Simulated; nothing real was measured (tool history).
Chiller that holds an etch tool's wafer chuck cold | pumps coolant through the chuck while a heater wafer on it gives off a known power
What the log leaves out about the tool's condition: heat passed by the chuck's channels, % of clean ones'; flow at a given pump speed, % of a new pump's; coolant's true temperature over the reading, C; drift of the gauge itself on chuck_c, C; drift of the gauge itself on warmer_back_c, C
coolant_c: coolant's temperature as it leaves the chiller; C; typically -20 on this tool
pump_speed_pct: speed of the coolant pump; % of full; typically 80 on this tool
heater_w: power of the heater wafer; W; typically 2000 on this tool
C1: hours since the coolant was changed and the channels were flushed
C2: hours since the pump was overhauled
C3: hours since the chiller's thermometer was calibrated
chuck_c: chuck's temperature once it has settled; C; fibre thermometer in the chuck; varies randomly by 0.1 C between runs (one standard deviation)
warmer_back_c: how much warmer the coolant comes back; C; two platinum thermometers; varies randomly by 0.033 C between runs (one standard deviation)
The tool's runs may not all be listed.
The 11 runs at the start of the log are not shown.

Run 12, hour 243.6: usual settings but heater_w 1939 W; C1 6729; C2 1203; C3 3195. Result: chuck_c -1.3 C, warmer_back_c 4.43 C.
Run 13, hour 260.7: usual settings but heater_w 1939 W; C1 6746; C2 1220; C3 3212. Result: chuck_c -1.3 C, warmer_back_c 4.43 C.
Run 14, hour 285.5: usual settings but heater_w 1939 W; C1 6771; C2 1245; C3 3236. Result: chuck_c -1.4 C, warmer_back_c 4.46 C.
At hour 292.0: coolant pump overhauled.
Run 15, hour 320.8: usual settings but heater_w 1939 W; C1 6801; C2 29; C3 3267. Result: chuck_c -1.3 C, warmer_back_c 4.50 C.
Run 16, hour 335.2: usual settings but heater_w 1939 W; C1 6816; C2 43; C3 3281. Result: chuck_c -1.5 C, warmer_back_c 4.42 C.
Run 17, hour 364.5: usual settings but heater_w 1939 W; C1 6845; C2 73; C3 3310. Result: chuck_c -1.2 C, warmer_back_c 4.52 C.
At hour 374.4: coolant pump overhauled, once more.
Run 18, hour 387.5: usual settings but coolant_c -12 C, pump_speed_pct 81 % of full, heater_w 1098 W; C1 6863; C2 13; C3 3328. Result: chuck_c -1.8 C, warmer_back_c 2.44 C.
Run 19, hour 407.8: usual settings but coolant_c -29 C, pump_speed_pct 81 % of full, heater_w 1263 W; C1 6883; C2 33; C3 3349. Result: chuck_c -17.3 C, warmer_back_c 2.81 C.
Run 20, hour 428.1: usual settings but coolant_c -29 C, pump_speed_pct 81 % of full, heater_w 1263 W; C1 6904; C2 54; C3 3369. Result: chuck_c -17.2 C, warmer_back_c 2.84 C.
Run 21, hour 451.1: usual settings but pump_speed_pct 95 % of full; C1 6927; C2 77; C3 3392. Result: chuck_c -3.5 C, warmer_back_c 3.73 C.
Run 22, hour 481.2: usual settings but pump_speed_pct 95 % of full; C1 6957; C2 107; C3 3422. Result: chuck_c -3.4 C, warmer_back_c 3.71 C.
Run 23, hour 504.6: usual settings but heater_w 1360 W; C1 6980; C2 130; C3 3445. Result: chuck_c -6.9 C, warmer_back_c 3.11 C.
Run 24, hour 533.5: usual settings but heater_w 1360 W; C1 7009; C2 159; C3 3474. Result: chuck_c -7.0 C, warmer_back_c 3.09 C.
Run 25, hour 550.5: usual settings but pump_speed_pct 93 % of full, heater_w 1509 W; C1 7026; C2 176; C3 3491. Result: chuck_c -7.4 C, warmer_back_c 2.92 C.
Run 26, hour 574.0: usual settings but pump_speed_pct 93 % of full, heater_w 1509 W; C1 7050; C2 200; C3 3515. Result: chuck_c -7.3 C, warmer_back_c 2.92 C.
Run 27, hour 603.5: usual settings but coolant_c -25 C, pump_speed_pct 96 % of full; C1 7079; C2 229; C3 3544. Result: chuck_c -8.6 C, warmer_back_c 3.72 C.
Run 28, hour 626.6: usual settings but coolant_c -27 C, pump_speed_pct 88 % of full, heater_w 1670 W; C1 7102; C2 252; C3 3568. Result: chuck_c -12.2 C, warmer_back_c 3.41 C.
Run 29, hour 655.5: usual settings but coolant_c -27 C, pump_speed_pct 88 % of full, heater_w 1670 W; C1 7131; C2 281; C3 3596. Result: chuck_c -12.3 C, warmer_back_c 3.43 C.
Run 30, hour 668.5: usual settings but coolant_c -27 C, pump_speed_pct 74 % of full, heater_w 1562 W; C1 7144; C2 294; C3 3609. Result: chuck_c -10.9 C, warmer_back_c 3.85 C.
Run 31, hour 683.5: usual settings but coolant_c -27 C, pump_speed_pct 74 % of full, heater_w 1562 W; C1 7159; C2 309; C3 3624. Result: chuck_c -10.8 C, warmer_back_c 3.89 C.

4 ways to go on from here, each from the tool as it stands after run 31. What would each give?
Run A, hour 711.7: usual settings but coolant_c -21 C, pump_speed_pct 74 % of full, heater_w 2085 W; C1 7187; C2 337; C3 3653. Result: chuck_c ?, warmer_back_c ?.
Run B, hour 711.7: usual settings but coolant_c -27 C, pump_speed_pct 69 % of full, heater_w 1562 W; C1 7187; C2 337; C3 3653. Result: chuck_c ?, warmer_back_c ?.
Run C, hour 711.7: usual settings but coolant_c -27 C, pump_speed_pct 66 % of full, heater_w 1335 W; C1 7187; C2 337; C3 3653. Result: chuck_c ?, warmer_back_c ?.
Run D, hour 711.7: usual settings but coolant_c -23 C; C1 7187; C2 337; C3 3653. Result: chuck_c ?, warmer_back_c ?.

run  chuck_c  warmer_back_c
  A      0.7           5.18
  B    -10.0           4.17
  C    -11.9           3.76
  D     -3.7           4.58
What these runs would have given with no unlogged condition in the tool:
run  chuck_c  warmer_back_c
  A     -2.5           5.16
  B    -12.4           4.16
  C    -14.0           3.74
  D     -6.5           4.56

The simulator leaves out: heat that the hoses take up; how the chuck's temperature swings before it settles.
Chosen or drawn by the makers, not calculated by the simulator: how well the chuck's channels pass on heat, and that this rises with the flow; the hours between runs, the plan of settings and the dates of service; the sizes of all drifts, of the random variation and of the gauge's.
